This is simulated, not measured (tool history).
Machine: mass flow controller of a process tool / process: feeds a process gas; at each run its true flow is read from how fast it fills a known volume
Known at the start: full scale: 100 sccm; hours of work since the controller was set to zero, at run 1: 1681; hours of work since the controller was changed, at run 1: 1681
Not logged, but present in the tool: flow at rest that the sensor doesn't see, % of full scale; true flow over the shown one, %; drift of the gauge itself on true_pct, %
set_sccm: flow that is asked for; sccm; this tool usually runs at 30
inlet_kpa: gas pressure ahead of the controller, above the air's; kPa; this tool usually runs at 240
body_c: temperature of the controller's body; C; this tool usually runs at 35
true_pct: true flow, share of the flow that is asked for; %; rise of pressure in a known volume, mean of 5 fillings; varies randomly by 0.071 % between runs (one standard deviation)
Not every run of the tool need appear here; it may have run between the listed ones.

run	hour	set_sccm	inlet_kpa	body_c	hours of work since the controller was set to zero	hours of work since the controller was changed	true_pct
1	0	30	240	35	1681	1681	99.44
2	63.3	30	240	39	1714	1714	99.78
3	208.3	30	240	39	1788	1788	99.75
4	274.8	30	240	39	1822	1822	99.86
5	363.4	30	240	28	1868	1868	99.05
6	487.8	30	240	28	1931	1931	98.9
7	580	30	240	35	1979	1979	99.38
8	703.4	22	240	35	2042	2042	99.27
9	839.7	22	240	35	2112	2112	99.45
10	923.6	22	240	35	2155	2155	99.39
11	1058.1	22	240	35	2224	2224	99.39
12	1127.4	11	240	35	2259	2259	99.13
13	1273.1	26	240	35	2334	2334	99.55
14	1394.6	26	240	35	2396	2396	99.55
15	1472.5	30	182	35	2436	2436	99.44
16	1583.8	30	240	28	2493	2493	99
17	1645.9	30	240	28	2525	2525	98.87
18	1764.4	30	240	21	2586	2586	98.52
19	1852.7	19	240	35	2631	2631	99.25
20	1988.4	30	240	35	2701	2701	99.56
21	2075.9	30	240	35	2746	2746	99.49
22	2204.4	82	240	35	2812	2812	100.27
23	2287.8	82	240	35	2854	2854	100.34
24	2379.9	30	240	35	2902	2902	99.54
25	2502.2	32	262	35	2964	2964	99.64
26	2569.6	36	140	27	2999	2999	98.89
27	2696.1	36	140	27	3064	3064	98.87
28	2821.9	64	240	22	3128	3128	99.28
29	2916.6	64	240	22	3177	3177	99.22
30	3036.9	30	180	34	3239	3239	99.37
31	3150.8	42	240	35	3297	3297	99.71
32	3231.8	42	240	35	3338	3338	99.66
33	3350.2	42	240	35	3399	3399	99.75
34	3434.4	42	240	35	3442	3442	99.73
35	3520.5	88	202	32	3486	3486	100.14
36	3584.1	30	230	29	3519	3519	99.06
37	3656.6	12	149	35	3556	3556	98.98
38	3773.1	30	152	35	3616	3616	99.35
39	3868.8	63	152	35	3665	3665	99.89
40	3948.8	63	152	38	3706	3706	100.11
41	4039.5	54	153	35	3753	3753	99.82
42	4185.1	40	155	24	3827	3827	98.9
43	4274.8	40	155	24	3873	3873	98.78
44	4348.5	40	155	24	3911	3911	98.78
45	4493	51	272	40	3985	3985	100.22
46	4557.8	99	240	32	4018	4018	100.6
47	4693.2	99	240	32	4088	4088	100.45

Alternative continuations, all from the tool just after run 47; predict every row:
A	4816.9	77	240	24	4151	4151	?
B	4816.9	99	236	29	4151	4151	?
C	4816.9	36	240	31	4151	4151	?
D	4816.9	99	228	32	4151	4151	?
E	4816.9	29	240	32	4151	4151	?

run	true_pct
A	99.56
B	100.31
C	99.37
D	100.41
E	99.3
Had the tool no hidden state, the same runs would have come out as:
run	true_pct
A	99.56
B	100.31
C	99.37
D	100.41
E	99.3

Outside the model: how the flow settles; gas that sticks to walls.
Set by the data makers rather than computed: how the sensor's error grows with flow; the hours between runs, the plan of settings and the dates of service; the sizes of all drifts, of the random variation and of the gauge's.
